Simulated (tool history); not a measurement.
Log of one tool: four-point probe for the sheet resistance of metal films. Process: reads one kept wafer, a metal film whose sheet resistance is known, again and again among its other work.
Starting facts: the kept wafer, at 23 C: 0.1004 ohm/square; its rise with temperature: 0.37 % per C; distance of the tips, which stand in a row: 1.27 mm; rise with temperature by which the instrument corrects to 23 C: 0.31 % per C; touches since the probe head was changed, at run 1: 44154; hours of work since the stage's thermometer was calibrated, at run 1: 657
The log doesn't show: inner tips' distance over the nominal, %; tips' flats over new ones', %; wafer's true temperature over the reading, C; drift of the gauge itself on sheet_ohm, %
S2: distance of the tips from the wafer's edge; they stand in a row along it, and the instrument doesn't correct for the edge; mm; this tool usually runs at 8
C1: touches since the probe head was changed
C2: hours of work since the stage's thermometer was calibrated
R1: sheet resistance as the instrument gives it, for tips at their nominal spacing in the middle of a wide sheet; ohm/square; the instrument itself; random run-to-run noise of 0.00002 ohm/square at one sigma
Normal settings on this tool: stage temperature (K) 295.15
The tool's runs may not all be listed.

Run 1, day 0: usual settings; C1 44154; C2 657. Result: R1 0.101426 ohm/square.
Run 2, day 1.533: usual settings but stage temperature (K) 296.15; C1 45537; C2 673. Result: R1 0.101472 ohm/square.
Run 3, day 3.946: usual settings but stage temperature (K) 296.15, S2 17 mm; C1 47708; C2 699. Result: R1 0.100398 ohm/square.
Run 4, day 6.346: usual settings but stage temperature (K) 296.15, S2 17 mm; C1 49869; C2 725. Result: R1 0.100377 ohm/square.
Run 5, day 8.962: usual settings but stage temperature (K) 296.15, S2 17 mm; C1 52229; C2 753. Result: R1 0.100348 ohm/square.
Run 6, day 10.983: usual settings but stage temperature (K) 296.15, S2 17 mm; C1 54049; C2 775. Result: R1 0.100349 ohm/square.
Run 7, day 13.504: usual settings but S2 13 mm; C1 56317; C2 802. Result: R1 0.100468 ohm/square.
Run 8, day 15.6: usual settings but S2 5 mm; C1 58205; C2 825. Result: R1 0.103309 ohm/square.
Run 9, day 18.267: usual settings but S2 5 mm; C1 60609; C2 853. Result: R1 0.103244 ohm/square.
Run 10, day 20.542: usual settings but S2 5 mm; C1 62656; C2 878. Result: R1 0.103272 ohm/square.
Run 11, day 22.408: usual settings; C1 64338; C2 898. Result: R1 0.10122 ohm/square.
Run 12, day 24.496: usual settings; C1 66220; C2 920. Result: R1 0.101171 ohm/square.
Run 13, day 25.688: usual settings but stage temperature (K) 299.15, S2 51 mm; C1 67294; C2 933. Result: R1 0.100114 ohm/square.
Run 14, day 26.988: usual settings but S2 42 mm; C1 68463; C2 947. Result: R1 0.099897 ohm/square.
Run 15, day 29.108: usual settings but stage temperature (K) 302.15, S2 25 mm; C1 70374; C2 970. Result: R1 0.100385 ohm/square.
Run 16, day 30.433: usual settings but stage temperature (K) 302.15, S2 25 mm; C1 71569; C2 984. Result: R1 0.100352 ohm/square.
Run 17, day 33.083: usual settings but stage temperature (K) 302.15, S2 25 mm; C1 73955; C2 1013. Result: R1 0.100338 ohm/square.
Run 18, day 35.483: usual settings but stage temperature (K) 291.15, S2 4 mm; C1 76116; C2 1039. Result: R1 0.104613 ohm/square.
Run 19, day 36.796: usual settings but stage temperature (K) 291.15, S2 4 mm; C1 77301; C2 1053. Result: R1 0.104604 ohm/square.
Run 20, day 38.504: usual settings but stage temperature (K) 297.15, S2 5 mm; C1 78838; C2 1071. Result: R1 0.103213 ohm/square.
Run 21, day 39.65: usual settings but stage temperature (K) 294.15, S2 24 mm; C1 79871; C2 1084. Result: R1 0.099765 ohm/square.
Run 22, day 42.25: usual settings but stage temperature (K) 294.15, S2 24 mm; C1 82212; C2 1112. Result: R1 0.099799 ohm/square.
Run 23, day 44.954: usual settings but stage temperature (K) 294.15, S2 24 mm; C1 84649; C2 1141. Result: R1 0.099767 ohm/square.
Run 24, day 46.762: usual settings but stage temperature (K) 296.15, S2 41 mm; C1 86276; C2 1160. Result: R1 0.099767 ohm/square.

For some of the steps in R1 from one run to the next: how much would appear even if the tool had no hidden state, given the settings, what came in and random variation, and how much remains for the hidden state plus any gauge scatter that the measured result and the result without hidden state don't share?
Run 7 -> 8: S2 13 -> 5. R1 +0.002841 ohm/square: hidden state -0.000029, all else +0.00287.
Run 17 -> 18: stage temperature (K) 302.15 -> 291.15, S2 25 -> 4. R1 +0.004275 ohm/square: hidden state -0.00005, all else +0.004325.
Run 20 -> 21: stage temperature (K) 297.15 -> 294.15, S2 5 -> 24. R1 -0.003448 ohm/square: hidden state +0.000008, all else -0.003456.
